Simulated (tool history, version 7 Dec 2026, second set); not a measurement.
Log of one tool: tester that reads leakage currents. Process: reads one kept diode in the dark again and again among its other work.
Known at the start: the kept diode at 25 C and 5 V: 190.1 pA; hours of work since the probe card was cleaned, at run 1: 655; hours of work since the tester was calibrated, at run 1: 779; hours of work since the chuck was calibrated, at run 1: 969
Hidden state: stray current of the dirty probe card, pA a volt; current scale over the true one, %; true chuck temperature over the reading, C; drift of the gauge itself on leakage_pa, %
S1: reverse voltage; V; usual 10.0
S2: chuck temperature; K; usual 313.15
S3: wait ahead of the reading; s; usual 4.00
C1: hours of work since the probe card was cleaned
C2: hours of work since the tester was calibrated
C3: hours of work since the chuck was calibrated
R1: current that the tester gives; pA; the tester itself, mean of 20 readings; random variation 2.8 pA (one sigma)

{"run": 1, "day": 0.0, "S1": 10.0, "S2": 313.15, "S3": 4.0, "C1": 655, "C2": 779, "C3": 969, "R1": 920.16}
{"run": 2, "day": 2.317, "S1": 10.0, "S2": 313.15, "S3": 4.0, "C1": 685, "C2": 809, "C3": 999, "R1": 925.49}
{"run": 3, "day": 5.058, "S1": 6.7, "S2": 313.15, "S3": 4.0, "C1": 721, "C2": 845, "C3": 1035, "R1": 736.09}
{"run": 4, "day": 6.629, "S1": 6.7, "S2": 313.15, "S3": 4.0, "C1": 741, "C2": 865, "C3": 1055, "R1": 738.51}
{"run": 5, "day": 9.404, "S1": 6.7, "S2": 313.15, "S3": 4.0, "C1": 777, "C2": 902, "C3": 1092, "R1": 734.27}
{"run": 6, "day": 11.854, "S1": 6.7, "S2": 313.15, "S3": 4.0, "C1": 809, "C2": 934, "C3": 1124, "R1": 735.11}
{"run": 7, "day": 13.433, "S1": 10.0, "S2": 294.15, "S3": 4.0, "C1": 830, "C2": 954, "C3": 1144, "R1": 202.6}
{"run": 8, "day": 14.883, "S1": 10.0, "S2": 303.15, "S3": 4.0, "C1": 849, "C2": 973, "C3": 1163, "R1": 424.57}
{"run": 9, "day": 16.467, "S1": 4.4, "S2": 313.15, "S3": 4.0, "C1": 870, "C2": 994, "C3": 1184, "R1": 582.02}
{"run": 10, "day": 18.233, "S1": 1.1, "S2": 313.15, "S3": 0.7, "C1": 893, "C2": 1017, "C3": 1207, "R1": 265.01}
{"run": 11, "day": 20.771, "S1": 2.6, "S2": 319.15, "S3": 1.46, "C1": 926, "C2": 1050, "C3": 1240, "R1": 671.22}
{"run": 12, "day": 22.583, "S1": 16.3, "S2": 312.15, "S3": 1.82, "C1": 949, "C2": 1074, "C3": 1264, "R1": 1127.64}
{"run": 13, "day": 23.933, "S1": 1.7, "S2": 313.15, "S3": 4.0, "C1": 967, "C2": 1091, "C3": 1281, "R1": 337.48}

The next listed run, before its measurement:
{"run": 14, "day": 26.704, "S1": 1.7, "S2": 313.15, "S3": 4.0, "C1": 1003, "C2": 1127, "C3": 1317, "R1": "?"}

R1: 335.72 pA
Without the tool's hidden state the same run would have given R1 336.20 pA.
